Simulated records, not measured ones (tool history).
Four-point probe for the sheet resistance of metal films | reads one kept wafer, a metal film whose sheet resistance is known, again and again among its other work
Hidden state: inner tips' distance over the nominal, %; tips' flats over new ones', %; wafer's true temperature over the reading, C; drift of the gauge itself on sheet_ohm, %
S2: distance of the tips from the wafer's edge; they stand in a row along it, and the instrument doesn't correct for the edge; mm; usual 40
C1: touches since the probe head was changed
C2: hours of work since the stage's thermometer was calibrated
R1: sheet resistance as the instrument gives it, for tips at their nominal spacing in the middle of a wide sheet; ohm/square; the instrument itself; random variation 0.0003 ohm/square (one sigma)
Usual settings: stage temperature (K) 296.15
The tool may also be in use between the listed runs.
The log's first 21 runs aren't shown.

{"run": 22, "hour": 1106.3, "stage temperature (K)": 296.15, "S2": 4, "C1": 6475, "C2": 1245, "R1": 1.529691}
{"run": 23, "hour": 1150.2, "stage temperature (K)": 296.15, "S2": 4, "C1": 9128, "C2": 1279, "R1": 1.529936}
{"run": 24, "hour": 1194.1, "stage temperature (K)": 301.15, "S2": 16, "C1": 11780, "C2": 1313, "R1": 1.48437}
{"run": 25, "hour": 1236.8, "stage temperature (K)": 301.15, "S2": 16, "C1": 14356, "C2": 1346, "R1": 1.484053}
{"hour": 1249.2, "done": "stage's thermometer calibrated"}
{"run": 26, "hour": 1281.6, "stage temperature (K)": 301.15, "S2": 49, "C1": 17036, "C2": 25, "R1": 1.481414}
{"run": 27, "hour": 1350.3, "stage temperature (K)": 301.15, "S2": 49, "C1": 21183, "C2": 78, "R1": 1.481306}
{"run": 28, "hour": 1390.4, "stage temperature (K)": 304.15, "S2": 6, "C1": 23603, "C2": 108, "R1": 1.503047}
{"run": 29, "hour": 1456.4, "stage temperature (K)": 296.15, "S2": 8, "C1": 27588, "C2": 159, "R1": 1.494314}
{"run": 30, "hour": 1527.1, "stage temperature (K)": 296.15, "S2": 10, "C1": 31860, "C2": 213, "R1": 1.48948}
{"run": 31, "hour": 1592.6, "stage temperature (K)": 295.15, "S2": 40, "C1": 35818, "C2": 264, "R1": 1.482681}
{"run": 32, "hour": 1651.0, "stage temperature (K)": 298.15, "S2": 40, "C1": 39340, "C2": 308, "R1": 1.482161}
{"run": 33, "hour": 1693.9, "stage temperature (K)": 298.15, "S2": 40, "C1": 41932, "C2": 341, "R1": 1.482181}
{"run": 34, "hour": 1730.4, "stage temperature (K)": 298.15, "S2": 40, "C1": 44137, "C2": 369, "R1": 1.48227}
{"run": 35, "hour": 1768.6, "stage temperature (K)": 298.15, "S2": 40, "C1": 46444, "C2": 399, "R1": 1.48147}
{"run": 36, "hour": 1798.4, "stage temperature (K)": 294.15, "S2": 4, "C1": 48244, "C2": 422, "R1": 1.530517}
{"run": 37, "hour": 1857.6, "stage temperature (K)": 302.15, "S2": 4, "C1": 51819, "C2": 467, "R1": 1.529695}
{"run": 38, "hour": 1916.5, "stage temperature (K)": 302.15, "S2": 35, "C1": 55378, "C2": 512, "R1": 1.481843}
{"run": 39, "hour": 1957.2, "stage temperature (K)": 305.15, "S2": 4, "C1": 57833, "C2": 543, "R1": 1.52897}
{"run": 40, "hour": 1986.4, "stage temperature (K)": 291.15, "S2": 6, "C1": 59598, "C2": 566, "R1": 1.503946}
{"run": 41, "hour": 2044.2, "stage temperature (K)": 295.15, "S2": 3, "C1": 63087, "C2": 610, "R1": 1.564664}
{"run": 42, "hour": 2093.9, "stage temperature (K)": 292.15, "S2": 32, "C1": 66089, "C2": 648, "R1": 1.482827}
{"run": 43, "hour": 2129.8, "stage temperature (K)": 301.15, "S2": 22, "C1": 68257, "C2": 676, "R1": 1.482879}
{"run": 44, "hour": 2199.3, "stage temperature (K)": 301.15, "S2": 22, "C1": 72456, "C2": 729, "R1": 1.483324}

5 ways to go on from here, each from the tool as it stands after run 44. What would each give?
{"run": "A", "hour": 2229.1, "stage temperature (K)": 301.15, "S2": 59, "C1": 74254, "C2": 752, "R1": "?"}
{"run": "B", "hour": 2229.1, "stage temperature (K)": 301.15, "S2": 4, "C1": 74254, "C2": 752, "R1": "?"}
{"run": "C", "hour": 2229.1, "stage temperature (K)": 294.15, "S2": 9, "C1": 74254, "C2": 752, "R1": "?"}
{"run": "D", "hour": 2229.1, "stage temperature (K)": 292.15, "S2": 40, "C1": 74254, "C2": 752, "R1": "?"}
{"run": "E", "hour": 2229.1, "stage temperature (K)": 297.15, "S2": 7, "C1": 74254, "C2": 752, "R1": "?"}

run=A R1=1.481280
run=B R1=1.529016
run=C R1=1.491672
run=D R1=1.482219
run=E R1=1.497670
Without the tool's hidden state the same runs would have given:
run=A R1=1.481414
run=B R1=1.529154
run=C R1=1.491807
run=D R1=1.482354
run=E R1=1.497805
